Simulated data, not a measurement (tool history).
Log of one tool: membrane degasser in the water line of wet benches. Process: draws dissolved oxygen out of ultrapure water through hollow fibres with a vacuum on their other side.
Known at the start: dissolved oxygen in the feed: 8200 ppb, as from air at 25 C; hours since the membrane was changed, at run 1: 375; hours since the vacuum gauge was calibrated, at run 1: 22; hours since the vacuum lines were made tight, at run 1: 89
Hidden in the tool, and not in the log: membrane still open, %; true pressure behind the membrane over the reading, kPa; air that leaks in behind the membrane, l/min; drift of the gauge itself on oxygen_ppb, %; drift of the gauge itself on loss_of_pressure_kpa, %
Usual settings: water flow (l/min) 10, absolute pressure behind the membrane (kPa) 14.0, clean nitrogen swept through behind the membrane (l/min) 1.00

run	hour	water flow (l/min)	absolute pressure behind the membrane (kPa)	clean nitrogen swept through behind the membrane (l/min)	hours since the membrane was changed	hours since the vacuum gauge was calibrated	hours since the vacuum lines were made tight	dissolved oxygen in the water behind the degasser (ppb)	pressure that the water loses in the fibres (kPa)
1	0.0	10	14.0	1.00	375	22	89	256.3	47.03
2	47.8	10	14.0	1.00	423	70	137	252.9	47.31
3	106.2	10	14.0	1.00	482	128	196	253.2	47.07
4	159.4	10	14.0	1.00	535	181	249	254.9	46.82
5	204.6	10	14.0	1.00	580	227	294	253.7	47.83
6	231.5	10	14.0	1.00	607	254	321	252.6	46.82
7	279.0	7	14.0	1.00	655	301	368	183.1	33.07
8	324.2	7	14.0	1.00	700	346	414	182.1	33.29
9	380.1	7	28.0	1.00	756	402	469	403.8	33.12
10	408.4	10	14.0	1.00	784	430	498	256.1	47.19
11	454.3	10	14.0	1.00	830	476	544	252.8	47.20
12	506.4	10	14.0	1.00	882	528	596	253.2	47.40
13	554.7	10	14.0	1.00	930	577	644	253.0	47.58
14	582.7	11	14.0	1.00	958	605	672	280.2	51.88
15	617.6	7	12.2	1.00	993	640	707	150.9	33.37
16	655.7	7	12.2	1.00	1031	678	745	150.6	33.28
17	706.7	7	12.2	1.00	1082	729	796	150.0	33.32
18	758.1	7	14.0	0.55	1134	780	847	311.4	33.22
19	785.9	6	15.2	1.50	1161	808	875	119.7	28.41
20	822.1	10	10.1	1.07	1198	844	911	156.1	47.60
21	848.9	10	12.3	1.48	1224	871	938	150.5	47.55
22	874.8	10	12.3	1.48	1250	897	964	147.9	47.93
23	911.1	13	23.7	0.59	1287	933	1001	925.2	61.30
24	967.3	13	23.7	0.59	1343	989	1057	904.6	61.35
25	1005.0	13	23.7	0.59	1381	1027	1094	920.3	61.87
26	1057.3	13	26.1	0.56	1433	1079	1147	1052.1	61.80
27	1103.4	11	10.2	1.30	1479	1125	1193	147.5	52.59

3 ways to go on from here, each from the tool as it stands after run 27. What would each give?
A	1160.9	8	10.2	1.22	1536	1183	1250	?	?
B	1160.9	7	14.0	2.82	1536	1183	1250	?	?
C	1160.9	9	18.2	0.73	1536	1183	1250	?	?

run	dissolved oxygen in the water behind the degasser (ppb)	pressure that the water loses in the fibres (kPa)
A	112.4	37.96
B	66.7	33.44
C	420.7	42.82
Without the tool's hidden state the same runs would have given:
run	dissolved oxygen in the water behind the degasser (ppb)	pressure that the water loses in the fibres (kPa)
A	112.4	37.38
B	66.7	32.94
C	420.5	42.18
